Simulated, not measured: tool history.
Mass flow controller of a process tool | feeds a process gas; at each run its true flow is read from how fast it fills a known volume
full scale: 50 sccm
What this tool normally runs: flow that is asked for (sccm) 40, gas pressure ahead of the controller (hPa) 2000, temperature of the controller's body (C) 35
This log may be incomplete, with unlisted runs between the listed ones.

run	hour	flow that is asked for (sccm)	gas pressure ahead of the controller (hPa)	temperature of the controller's body (C)	true flow (%)
1	0.0	40	2000	35	98.46
2	89.4	40	2000	35	98.52
3	183.3	40	1510	35	98.24
4	265.0	40	1510	35	98.26
5	323.7	40	2000	22	99.74
6	423.5	40	2000	22	99.91
7	529.5	40	2000	22	99.70
8	595.8	40	1680	22	99.61
9	676.5	13	2000	35	97.02
10	764.0	13	2000	25	98.07
11	837.5	13	2000	25	98.06
12	905.3	13	2000	25	98.10
13	995.9	13	2000	24	98.18
14	1105.2	13	2000	24	98.10
15	1175.5	13	2000	24	98.17
16	1243.3	13	2000	24	98.11
17	1340.3	13	2000	24	98.08
18	1404.8	13	2000	24	98.13
19	1467.3	13	2000	24	97.95
20	1522.4	13	2000	24	97.86
21	1581.7	40	2000	40	97.55
22	1657.5	40	2000	40	97.46
23	1735.1	40	2000	28	98.95
24	1823.2	40	2000	28	98.97
25	1916.6	40	2000	28	98.79
26	1967.8	7	1480	35	96.51
27	2044.5	41	1740	23	99.46
28	2100.0	41	2040	24	99.43
29	2195.8	41	2040	24	99.19
30	2291.1	41	2040	24	99.34
31	2373.1	31	1740	34	97.57
32	2481.1	10	1780	35	96.54
33	2540.4	6	1780	35	96.57
34	2612.8	24	2010	35	97.12
35	2688.7	16	2020	28	97.64
36	2767.0	14	2020	22	98.25
37	2833.3	5	2780	35	97.17
38	2935.7	40	2640	32	98.49
39	3036.4	5	2320	23	98.26
40	3144.9	7	2320	31	97.27
41	3196.8	7	2320	29	97.32
42	3264.3	7	2320	29	97.56
43	3310.7	7	2320	29	97.41
44	3407.4	23	2000	25	98.13
45	3470.3	45	1850	20	99.69
46	3517.7	40	2000	29	98.46
47	3581.6	23	2000	29	97.64
48	3626.0	40	2800	22	99.58

5 ways to go on from here, each from the tool as it stands after run 48. What would each give?
A	3684.7	40	2790	24	?
B	3684.7	40	1440	21	?
C	3684.7	40	2000	39	?
D	3684.7	32	2000	35	?
E	3684.7	15	2800	30	?

run	true flow (%)
A	99.25
B	99.14
C	97.18
D	97.38
E	97.45
Take away the tool's hidden state, keep each run's random variation, and the runs would have read:
run	true flow (%)
A	99.81
B	99.71
C	97.75
D	97.91
E	97.77

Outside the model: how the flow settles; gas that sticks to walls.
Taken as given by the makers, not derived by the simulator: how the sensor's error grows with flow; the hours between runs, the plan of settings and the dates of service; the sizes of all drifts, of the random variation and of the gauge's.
